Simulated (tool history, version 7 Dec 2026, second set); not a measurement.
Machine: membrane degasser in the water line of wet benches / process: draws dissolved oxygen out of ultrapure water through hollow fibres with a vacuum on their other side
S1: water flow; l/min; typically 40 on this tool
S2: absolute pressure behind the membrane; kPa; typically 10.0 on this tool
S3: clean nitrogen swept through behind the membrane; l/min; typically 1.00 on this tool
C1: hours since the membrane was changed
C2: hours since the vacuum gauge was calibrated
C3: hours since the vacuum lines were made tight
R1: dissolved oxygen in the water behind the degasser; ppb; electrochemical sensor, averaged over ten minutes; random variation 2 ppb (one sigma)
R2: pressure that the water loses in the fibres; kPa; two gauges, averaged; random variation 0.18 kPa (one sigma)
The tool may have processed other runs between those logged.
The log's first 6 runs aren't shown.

Run 7, hour 406.4: usual settings but S2 10.3 kPa; C1 2364; C2 6420; C3 551. Result: R1 594.9 ppb, R2 32.93 kPa.
Run 8, hour 465.7: usual settings; C1 2423; C2 6479; C3 611. Result: R1 572.4 ppb, R2 33.15 kPa.
Run 9, hour 537.8: usual settings; C1 2495; C2 6551; C3 683. Result: R1 572.6 ppb, R2 32.96 kPa.
Run 10, hour 625.6: usual settings; C1 2583; C2 6639; C3 771. Result: R1 571.8 ppb, R2 33.17 kPa.
Run 11, hour 678.9: usual settings; C1 2636; C2 6692; C3 824. Result: R1 574.9 ppb, R2 32.91 kPa.
Run 12, hour 759.1: usual settings; C1 2716; C2 6773; C3 904. Result: R1 575.9 ppb, R2 32.91 kPa.
Run 13, hour 850.8: usual settings but S1 25 l/min; C1 2808; C2 6864; C3 996. Result: R1 373.2 ppb, R2 20.76 kPa.
Run 14, hour 925.7: usual settings but S3 0.53 l/min; C1 2883; C2 6939; C3 1071. Result: R1 871.3 ppb, R2 33.29 kPa.
Run 15, hour 1017.4: usual settings but S3 2.96 l/min; C1 2975; C2 7031; C3 1162. Result: R1 255.3 ppb, R2 33.36 kPa.
Run 16, hour 1104.8: usual settings but S3 2.96 l/min; C1 3062; C2 7118; C3 1250. Result: R1 254.1 ppb, R2 33.34 kPa.
Run 17, hour 1177.1: usual settings but S1 29 l/min, S2 17.4 kPa, S3 2.74 l/min; C1 3134; C2 7191; C3 1322. Result: R1 356.6 ppb, R2 24.05 kPa.
Run 18, hour 1225.2: usual settings but S1 54 l/min, S2 8.8 kPa, S3 1.47 l/min; C1 3182; C2 7239; C3 1370. Result: R1 522.8 ppb, R2 44.59 kPa.
Run 19, hour 1289.6: usual settings but S1 54 l/min, S2 8.8 kPa, S3 1.47 l/min; C1 3247; C2 7303; C3 1435. Result: R1 519.7 ppb, R2 44.94 kPa.
Run 20, hour 1361.7: usual settings but S2 20.2 kPa; C1 3319; C2 7375; C3 1507. Result: R1 1253.9 ppb, R2 33.00 kPa.
At hour 1395.7: vacuum gauge calibrated.
Run 21, hour 1456.3: usual settings but S2 20.2 kPa, S3 2.34 l/min; C1 3413; C2 61; C3 1601. Result: R1 653.6 ppb, R2 32.88 kPa.
Run 22, hour 1547.1: usual settings but S2 20.2 kPa, S3 2.34 l/min; C1 3504; C2 151; C3 1692. Result: R1 649.7 ppb, R2 33.15 kPa.
Run 23, hour 1625.2: usual settings but S1 30 l/min, S2 9.9 kPa, S3 1.94 l/min; C1 3582; C2 230; C3 1770. Result: R1 242.6 ppb, R2 25.05 kPa.
Run 24, hour 1706.7: usual settings but S1 24 l/min, S2 12.9 kPa, S3 2.68 l/min; C1 3663; C2 311; C3 1851. Result: R1 206.4 ppb, R2 20.06 kPa.
Run 25, hour 1772.5: usual settings but S1 50 l/min, S2 10.1 kPa, S3 2.48 l/min; C1 3729; C2 377; C3 1917. Result: R1 381.4 ppb, R2 41.63 kPa.
Run 26, hour 1824.8: usual settings but S1 50 l/min, S2 10.1 kPa, S3 2.48 l/min; C1 3782; C2 429; C3 1969. Result: R1 381.6 ppb, R2 41.73 kPa.
Run 27, hour 1883.3: usual settings but S1 43 l/min, S2 10.1 kPa, S3 2.48 l/min; C1 3840; C2 488; C3 2028. Result: R1 313.5 ppb, R2 36.13 kPa.
Run 28, hour 1933.5: usual settings but S1 36 l/min, S2 17.4 kPa, S3 0.50 l/min; C1 3890; C2 538; C3 2078. Result: R1 1539.2 ppb, R2 30.00 kPa.
Run 29, hour 2024.3: usual settings but S1 58 l/min; C1 3981; C2 629; C3 2169. Result: R1 797.1 ppb, R2 48.27 kPa.
Run 30, hour 2078.6: usual settings but S1 52 l/min, S2 11.0 kPa; C1 4035; C2 683; C3 2223. Result: R1 799.8 ppb, R2 43.41 kPa.
Run 31, hour 2165.3: usual settings but S1 50 l/min, S2 13.5 kPa, S3 0.55 l/min; C1 4122; C2 770; C3 2310. Result: R1 1400.4 ppb, R2 41.49 kPa.

Here are 3 independent what-if runs from the current tool condition. What would each one return?
Run A, hour 2236.4: usual settings but S1 48 l/min, S2 16.1 kPa, S3 1.16 l/min; C1 4193; C2 841; C3 2381. Result: R1 ?, R2 ?.
Run B, hour 2236.4: usual settings but S1 37 l/min, S2 13.5 kPa, S3 0.55 l/min; C1 4193; C2 841; C3 2381. Result: R1 ?, R2 ?.
Run C, hour 2236.4: usual settings but S1 28 l/min, S2 9.2 kPa, S3 2.56 l/min; C1 4193; C2 841; C3 2381. Result: R1 ?, R2 ?.

run      R1     R2
  A  1030.9  39.76
  B  1125.7  31.19
  C   161.7  23.37
Without the tool's unlogged condition, the same runs would have read:
run      R1     R2
  A  1022.0  38.66
  B  1121.5  30.33
  C   159.4  22.73
